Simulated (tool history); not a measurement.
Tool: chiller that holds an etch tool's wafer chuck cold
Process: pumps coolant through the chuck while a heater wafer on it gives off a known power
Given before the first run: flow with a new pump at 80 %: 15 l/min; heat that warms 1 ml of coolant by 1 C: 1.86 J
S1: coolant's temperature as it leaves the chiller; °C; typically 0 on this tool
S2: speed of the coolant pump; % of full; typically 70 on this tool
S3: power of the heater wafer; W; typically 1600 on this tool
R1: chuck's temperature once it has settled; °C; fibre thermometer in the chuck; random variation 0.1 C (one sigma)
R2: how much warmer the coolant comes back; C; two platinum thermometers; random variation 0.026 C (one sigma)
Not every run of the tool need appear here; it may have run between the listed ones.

{"run": 1, "hour": 0.0, "S1": 0, "S2": 70, "S3": 1600, "R1": 16.7, "R2": 4.02}
{"run": 2, "hour": 82.5, "S1": 0, "S2": 70, "S3": 1600, "R1": 16.7, "R2": 4.05}
{"run": 3, "hour": 122.5, "S1": 0, "S2": 93, "S3": 1600, "R1": 13.6, "R2": 3.01}
{"run": 4, "hour": 205.6, "S1": 0, "S2": 70, "S3": 1600, "R1": 16.6, "R2": 4.04}
{"run": 5, "hour": 287.7, "S1": 0, "S2": 70, "S3": 1600, "R1": 16.8, "R2": 4.08}
{"run": 6, "hour": 327.4, "S1": 0, "S2": 70, "S3": 1600, "R1": 16.9, "R2": 4.05}
{"run": 7, "hour": 382.0, "S1": 0, "S2": 70, "S3": 1600, "R1": 17.0, "R2": 4.07}
{"run": 8, "hour": 441.4, "S1": 0, "S2": 70, "S3": 1600, "R1": 16.9, "R2": 4.09}
{"run": 9, "hour": 490.5, "S1": 0, "S2": 70, "S3": 1600, "R1": 17.0, "R2": 4.08}
{"run": 10, "hour": 529.2, "S1": 0, "S2": 70, "S3": 1600, "R1": 16.9, "R2": 4.11}
{"run": 11, "hour": 591.5, "S1": 0, "S2": 85, "S3": 1600, "R1": 14.7, "R2": 3.35}
{"run": 12, "hour": 668.5, "S1": 0, "S2": 85, "S3": 1600, "R1": 14.7, "R2": 3.32}
{"run": 13, "hour": 716.8, "S1": 0, "S2": 90, "S3": 1224, "R1": 10.9, "R2": 2.44}
{"run": 14, "hour": 779.8, "S1": 3, "S2": 70, "S3": 1600, "R1": 19.9, "R2": 4.1}
{"run": 15, "hour": 862.2, "S1": 3, "S2": 70, "S3": 1600, "R1": 20.2, "R2": 4.1}
{"run": 16, "hour": 896.5, "S1": 3, "S2": 98, "S3": 2015, "R1": 19.9, "R2": 3.74}
{"run": 17, "hour": 971.8, "S1": 2, "S2": 78, "S3": 1600, "R1": 18.1, "R2": 3.73}
{"run": 18, "hour": 1054.9, "S1": 2, "S2": 78, "S3": 1600, "R1": 17.8, "R2": 3.67}

For run 19, what comes out?
{"run": 19, "hour": 1103.9, "S1": 2, "S2": 80, "S3": 2108, "R1": "?", "R2": "?"}

Run 19 yielded R1 22.8 °C, R2 4.78 C.
The same run, on a tool lacking any hidden state, would have yielded R1 21.0 °C, R2 4.56 C.
